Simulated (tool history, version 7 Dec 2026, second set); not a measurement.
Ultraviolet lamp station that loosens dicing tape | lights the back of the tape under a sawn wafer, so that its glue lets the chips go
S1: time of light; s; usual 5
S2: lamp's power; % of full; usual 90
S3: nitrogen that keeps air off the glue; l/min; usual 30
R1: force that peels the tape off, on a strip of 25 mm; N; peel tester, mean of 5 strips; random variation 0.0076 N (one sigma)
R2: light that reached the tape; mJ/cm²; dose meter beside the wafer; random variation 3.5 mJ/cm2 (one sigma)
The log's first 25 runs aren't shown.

run 26 hour=695.2 | S1=2 S2=63 S3=30 | R1=3.15 R2=102
run 27 hour=728.4 | S1=2 S2=74 S3=30 | R1=2.94 R2=114
run 28 hour=750.7 | S1=4 S2=90 S3=30 | R1=1.17 R2=275
run 29 hour=774.7 | S1=6 S2=96 S3=60 | R1=0.339 R2=432
-- hour=794.8 window cleaned of glue's vapour
run 30 hour=803.7 | S1=5 S2=84 S3=30 | R1=0.843 R2=340
run 31 hour=841.4 | S1=5 S2=84 S3=30 | R1=0.884 R2=329
run 32 hour=875 | S1=5 S2=90 S3=60 | R1=0.582 R2=344
run 33 hour=903.5 | S1=4 S2=63 S3=22 | R1=2.133 R2=191
run 34 hour=934 | S1=4 S2=79 S3=48 | R1=1.317 R2=232
run 35 hour=968.3 | S1=4 S2=79 S3=48 | R1=1.321 R2=220
run 36 hour=1006.9 | S1=5 S2=90 S3=32 | R1=0.973 R2=310
run 37 hour=1038.6 | S1=4 S2=68 S3=11 | R1=2.834 R2=179
run 38 hour=1067.4 | S1=4 S2=73 S3=53 | R1=1.669 R2=186
-- hour=1081.3 window cleaned of glue's vapour
-- hour=1104.8 lamp changed
run 39 hour=1104.8 | S1=4 S2=73 S3=53 | R1=0.549 R2=362
run 40 hour=1121.6 | S1=4 S2=73 S3=53 | R1=0.565 R2=357
run 41 hour=1154.2 | S1=9 S2=77 S3=33 | R1=0.133 R2=836
run 42 hour=1193 | S1=9 S2=62 S3=33 | R1=0.19 R2=655
run 43 hour=1208.9 | S1=9 S2=62 S3=33 | R1=0.192 R2=643
run 44 hour=1246.4 | S1=9 S2=62 S3=33 | R1=0.191 R2=631

3 ways to go on from here, each from the tool as it stands after run 44. What would each give?
run A hour=1274.4 | S1=4 S2=95 S3=30 | R1=? R2=?
run B hour=1274.4 | S1=4 S2=78 S3=16 | R1=? R2=?
run C hour=1274.4 | S1=3 S2=76 S3=24 | R1=? R2=?

run=A R1=0.557 R2=422
run=B R1=1.129 R2=351
run=C R1=1.513 R2=252
Without the tool's hidden state the same runs would have given:
run=A R1=0.426 R2=478
run=B R1=0.917 R2=397
run=C R1=1.264 R2=285
